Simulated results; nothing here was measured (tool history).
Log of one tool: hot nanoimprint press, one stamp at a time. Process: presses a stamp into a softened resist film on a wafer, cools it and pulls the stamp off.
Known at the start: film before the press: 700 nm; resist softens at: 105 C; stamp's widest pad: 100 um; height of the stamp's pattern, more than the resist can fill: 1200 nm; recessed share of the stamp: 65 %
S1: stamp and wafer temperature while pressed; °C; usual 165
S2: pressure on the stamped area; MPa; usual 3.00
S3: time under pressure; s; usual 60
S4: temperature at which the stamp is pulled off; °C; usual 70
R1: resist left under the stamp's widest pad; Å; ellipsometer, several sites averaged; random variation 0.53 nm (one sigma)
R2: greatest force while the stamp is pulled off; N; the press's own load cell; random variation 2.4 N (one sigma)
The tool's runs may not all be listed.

run,hour,S1,S2,S3,S4,R1,R2
1,0.0,165,3.00,60,70,3572,116
2,30.7,165,3.00,60,70,3576,111
3,52.5,165,3.00,60,70,3571,115
# hour 80.4: stamp cleaned and given a new release coat
4,88.7,165,3.00,60,70,3562,113
5,122.5,165,2.30,60,70,3961,105
6,142.7,162,3.00,60,70,4070,112
7,179.4,160,3.00,60,70,4422,112
8,201.7,166,3.00,60,70,3394,113
9,222.1,165,3.00,60,70,3544,112
10,255.6,165,3.00,60,70,3541,111
11,282.9,165,3.00,60,70,3538,113
12,317.6,165,3.33,60,70,3389,111
13,350.2,165,3.33,60,70,3382,111
14,384.9,165,3.33,60,70,3379,110
15,406.2,165,3.00,97,70,2946,111
16,428.7,165,3.00,97,70,2962,111
17,462.0,165,3.00,97,70,2946,114
18,495.7,165,2.36,97,70,3286,112
# hour 513.2: plate thermocouple calibrated
19,515.7,154,2.43,60,71,5640,108
20,537.0,166,2.92,60,71,3391,113
21,564.7,159,4.75,60,72,3844,111
22,598.0,159,4.75,60,72,3851,109
23,633.7,159,4.75,60,72,3841,107
24,652.7,174,4.17,60,68,1939,114
25,681.8,174,4.17,60,68,1935,117
# hour 708.9: stamp cleaned and given a new release coat
26,709.4,165,3.06,60,72,3462,107
27,746.4,168,3.06,60,70,3006,110
28,767.1,168,3.06,60,70,3001,108
29,795.2,177,3.81,60,70,1751,110

Forecast each of these 5 alternatives for the next run:
# hour 804.5: gauge calibrated
A,815.6,177,3.81,60,72,?,?
# hour 804.5: gauge calibrated
B,815.6,163,3.00,38,63,?,?
# hour 804.5: gauge calibrated
C,815.6,157,3.00,60,70,?,?
# hour 804.5: gauge calibrated
D,815.6,171,3.81,75,77,?,?
# hour 804.5: gauge calibrated
E,815.6,177,2.66,93,57,?,?

run,R1,R2
A,1802,110
B,4513,123
C,4992,110
D,2188,98
E,1795,127
Without the tool's hidden state the same runs would have given:
run,R1,R2
A,1802,110
B,4514,123
C,4994,110
D,2188,98
E,1795,127
